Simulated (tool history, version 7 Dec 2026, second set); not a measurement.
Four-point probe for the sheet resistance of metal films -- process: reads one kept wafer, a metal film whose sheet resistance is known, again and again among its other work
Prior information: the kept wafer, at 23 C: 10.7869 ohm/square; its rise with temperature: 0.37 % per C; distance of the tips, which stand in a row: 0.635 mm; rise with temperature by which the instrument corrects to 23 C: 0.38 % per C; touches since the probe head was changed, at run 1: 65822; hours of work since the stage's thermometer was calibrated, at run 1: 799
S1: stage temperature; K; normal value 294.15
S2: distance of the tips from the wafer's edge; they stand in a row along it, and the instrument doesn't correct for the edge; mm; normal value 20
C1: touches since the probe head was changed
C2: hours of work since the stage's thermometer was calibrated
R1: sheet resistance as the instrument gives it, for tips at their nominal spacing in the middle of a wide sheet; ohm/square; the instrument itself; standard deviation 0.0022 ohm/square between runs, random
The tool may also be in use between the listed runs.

run,hour,S1,S2,C1,C2,R1
1,0,294.15,20,65822,799,10.790182
2,23.7,294.15,20,66836,811,10.795309
3,47.3,294.15,20,67839,823,10.793373
4,81,294.15,20,69279,840,10.797506
5,103.9,294.15,19,70259,851,10.795186
6,121.8,294.15,19,71020,860,10.794547
7,146.4,294.15,20,72072,873,10.792141
8,165,294.15,20,72864,882,10.792574
9,201.2,294.15,20,74410,900,10.792863
10,218.1,293.15,20,75131,909,10.799094
11,247,296.15,20,76365,923,10.78961
12,275.2,294.15,67,77571,938,10.787072
13,315.5,294.15,67,79289,958,10.788252
14,350.4,294.15,67,80781,975,10.791628
15,367.4,303.15,20,81508,984,10.792654
16,385.4,303.15,20,82273,993,10.784995
17,409.8,303.15,20,83318,1005,10.785872
18,443,291.15,7,84731,1022,10.8398
19,464.9,300.15,16,85669,1033,10.792452
20,501.2,300.15,16,87218,1052,10.790361
21,519.6,298.15,20,88003,1061,10.788974
22,560,293.15,11,89730,1081,10.808335
23,586.5,304.15,17,90860,1095,10.787076
24,619.8,292.15,8,92280,1111,10.828613

Each row is a separate what-if for the run after 24, all from the same tool condition, not one after another. Results?
A,646.8,294.15,12,93433,1125,?
B,646.8,293.15,11,93433,1125,?
C,646.8,301.15,5,93433,1125,?

run,R1
A,10.806191
B,10.806771
C,10.879212
What these runs would have given with no unlogged condition in the tool:
run,R1
A,10.805878
B,10.806456
C,10.878902
